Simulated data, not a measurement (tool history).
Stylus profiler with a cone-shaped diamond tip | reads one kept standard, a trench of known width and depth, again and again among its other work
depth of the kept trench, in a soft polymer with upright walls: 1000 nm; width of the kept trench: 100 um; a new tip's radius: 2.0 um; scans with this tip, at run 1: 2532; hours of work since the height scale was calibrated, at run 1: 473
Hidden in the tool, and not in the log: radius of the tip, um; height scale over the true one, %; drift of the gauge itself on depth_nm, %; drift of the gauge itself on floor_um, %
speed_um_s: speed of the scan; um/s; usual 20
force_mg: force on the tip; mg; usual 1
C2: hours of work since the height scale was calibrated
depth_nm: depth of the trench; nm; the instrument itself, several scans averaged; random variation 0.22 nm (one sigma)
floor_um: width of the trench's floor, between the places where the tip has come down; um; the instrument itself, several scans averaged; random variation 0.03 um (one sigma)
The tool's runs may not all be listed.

{"run": 1, "day": 0.0, "speed_um_s": 20, "force_mg": 1, "scans with this tip": 2532, "C2": 473, "depth_nm": 1001.88, "floor_um": 95.99}
{"run": 2, "day": 0.35, "speed_um_s": 6, "force_mg": 1, "scans with this tip": 2566, "C2": 480, "depth_nm": 1002.24, "floor_um": 96.11}
{"run": 3, "day": 0.688, "speed_um_s": 15, "force_mg": 1, "scans with this tip": 2599, "C2": 486, "depth_nm": 1001.88, "floor_um": 96.02}
{"run": 4, "day": 1.125, "speed_um_s": 15, "force_mg": 1, "scans with this tip": 2642, "C2": 494, "depth_nm": 1001.92, "floor_um": 96.02}
{"run": 5, "day": 1.671, "speed_um_s": 15, "force_mg": 1, "scans with this tip": 2695, "C2": 504, "depth_nm": 1002.2, "floor_um": 96}
{"run": 6, "day": 2.075, "speed_um_s": 20, "force_mg": 0.64, "scans with this tip": 2734, "C2": 511, "depth_nm": 1000.53, "floor_um": 95.92}
{"run": 7, "day": 2.421, "speed_um_s": 22, "force_mg": 1, "scans with this tip": 2768, "C2": 517, "depth_nm": 1001.3, "floor_um": 95.9}
{"run": 8, "day": 2.996, "speed_um_s": 40, "force_mg": 1, "scans with this tip": 2824, "C2": 528, "depth_nm": 1001.87, "floor_um": 95.79}
{"run": 9, "day": 3.442, "speed_um_s": 12, "force_mg": 0.34, "scans with this tip": 2867, "C2": 536, "depth_nm": 999.33, "floor_um": 95.91}
{"run": 10, "day": 4.0, "speed_um_s": 12, "force_mg": 0.34, "scans with this tip": 2921, "C2": 546, "depth_nm": 999.72, "floor_um": 95.89}
{"run": 11, "day": 4.317, "speed_um_s": 12, "force_mg": 0.34, "scans with this tip": 2953, "C2": 552, "depth_nm": 999.82, "floor_um": 95.89}
{"run": 12, "day": 4.971, "speed_um_s": 17, "force_mg": 0.89, "scans with this tip": 3016, "C2": 564, "depth_nm": 1001.15, "floor_um": 95.86}
{"run": 13, "day": 5.392, "speed_um_s": 16, "force_mg": 0.41, "scans with this tip": 3057, "C2": 571, "depth_nm": 999.62, "floor_um": 95.85}
{"run": 14, "day": 5.692, "speed_um_s": 11, "force_mg": 1.06, "scans with this tip": 3086, "C2": 577, "depth_nm": 1001.74, "floor_um": 95.89}
{"run": 15, "day": 6.079, "speed_um_s": 19, "force_mg": 2.85, "scans with this tip": 3124, "C2": 584, "depth_nm": 1005.48, "floor_um": 95.95}
{"run": 16, "day": 6.496, "speed_um_s": 63, "force_mg": 2.26, "scans with this tip": 3165, "C2": 591, "depth_nm": 1004.88, "floor_um": 95.76}

Forecast each of these 3 alternatives for the next run:
{"run": "A", "day": 6.821, "speed_um_s": 11, "force_mg": 1.59, "scans with this tip": 3196, "C2": 597, "depth_nm": "?", "floor_um": "?"}
{"run": "B", "day": 6.821, "speed_um_s": 23, "force_mg": 1.46, "scans with this tip": 3196, "C2": 597, "depth_nm": "?", "floor_um": "?"}
{"run": "C", "day": 6.821, "speed_um_s": 26, "force_mg": 2.26, "scans with this tip": 3196, "C2": 597, "depth_nm": "?", "floor_um": "?"}

run=A depth_nm=1003.32 floor_um=95.96
run=B depth_nm=1003.16 floor_um=95.89
run=C depth_nm=1004.8 floor_um=95.95
Without the tool's hidden state the same runs would have given:
run=A depth_nm=1006.15 floor_um=96.48
run=B depth_nm=1006 floor_um=96.41
run=C depth_nm=1007.63 floor_um=96.48
